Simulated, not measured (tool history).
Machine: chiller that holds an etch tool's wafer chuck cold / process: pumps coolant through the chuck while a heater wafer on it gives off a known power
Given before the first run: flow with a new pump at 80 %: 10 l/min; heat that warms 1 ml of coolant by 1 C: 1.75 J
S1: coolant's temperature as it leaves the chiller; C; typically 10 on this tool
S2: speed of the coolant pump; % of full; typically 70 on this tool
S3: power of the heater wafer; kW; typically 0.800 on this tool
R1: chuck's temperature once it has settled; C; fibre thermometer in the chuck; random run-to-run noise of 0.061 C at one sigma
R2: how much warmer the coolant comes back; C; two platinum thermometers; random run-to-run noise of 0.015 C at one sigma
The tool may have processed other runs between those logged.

run 1 day=0.000 | S1=10 S2=70 S3=0.800 | R1=17.17 R2=3.17
run 2 day=4.367 | S1=10 S2=70 S3=0.800 | R1=17.03 R2=3.14
run 3 day=8.962 | S1=10 S2=70 S3=0.800 | R1=17.10 R2=3.16
run 4 day=12.825 | S1=10 S2=70 S3=0.800 | R1=17.09 R2=3.16
run 5 day=15.804 | S1=10 S2=70 S3=0.800 | R1=17.08 R2=3.16
run 6 day=19.471 | S1=10 S2=70 S3=0.800 | R1=16.98 R2=3.17
run 7 day=21.700 | S1=10 S2=70 S3=0.800 | R1=17.19 R2=3.15
run 8 day=23.933 | S1=10 S2=70 S3=0.800 | R1=17.13 R2=3.15
run 9 day=29.229 | S1=10 S2=70 S3=0.800 | R1=17.03 R2=3.16
run 10 day=32.242 | S1=10 S2=70 S3=0.480 | R1=14.23 R2=1.86
run 11 day=37.067 | S1=10 S2=70 S3=0.480 | R1=14.26 R2=1.89
run 12 day=40.304 | S1=10 S2=70 S3=0.485 | R1=14.26 R2=1.89
run 13 day=43.358 | S1=10 S2=70 S3=0.800 | R1=17.04 R2=3.14
run 14 day=46.408 | S1=10 S2=70 S3=0.800 | R1=17.09 R2=3.14
run 15 day=50.933 | S1=10 S2=91 S3=0.800 | R1=15.76 R2=2.39
run 16 day=53.933 | S1=10 S2=85 S3=0.800 | R1=16.00 R2=2.55
run 17 day=58.325 | S1=10 S2=85 S3=0.800 | R1=15.99 R2=2.55
run 18 day=61.408 | S1=10 S2=70 S3=1.003 | R1=18.93 R2=3.95
run 19 day=64.254 | S1=5 S2=79 S3=0.800 | R1=11.61 R2=2.77
run 20 day=69.475 | S1=13 S2=70 S3=0.723 | R1=19.44 R2=2.83
run 21 day=73.725 | S1=3 S2=73 S3=0.415 | R1=6.50 R2=1.56
run 22 day=79.192 | S1=3 S2=73 S3=0.415 | R1=6.55 R2=1.57
run 23 day=83.179 | S1=3 S2=73 S3=0.517 | R1=7.50 R2=1.94
run 24 day=86.512 | S1=15 S2=73 S3=0.731 | R1=21.34 R2=2.77
run 25 day=90.242 | S1=14 S2=80 S3=0.655 | R1=19.27 R2=2.27
run 26 day=94.454 | S1=5 S2=85 S3=0.634 | R1=9.95 R2=2.04
run 27 day=97.367 | S1=10 S2=95 S3=0.569 | R1=13.91 R2=1.61

Run 28 comes next. What will it give?
run 28 day=99.604 | S1=9 S2=99 S3=0.447 | R1=? R2=?

{"run 28": {"R1": 12.14, "R2": 1.23}}
On a tool with no hidden condition, and with the same random variation, this run would have come out at R1 12.13 C, R2 1.23 C.
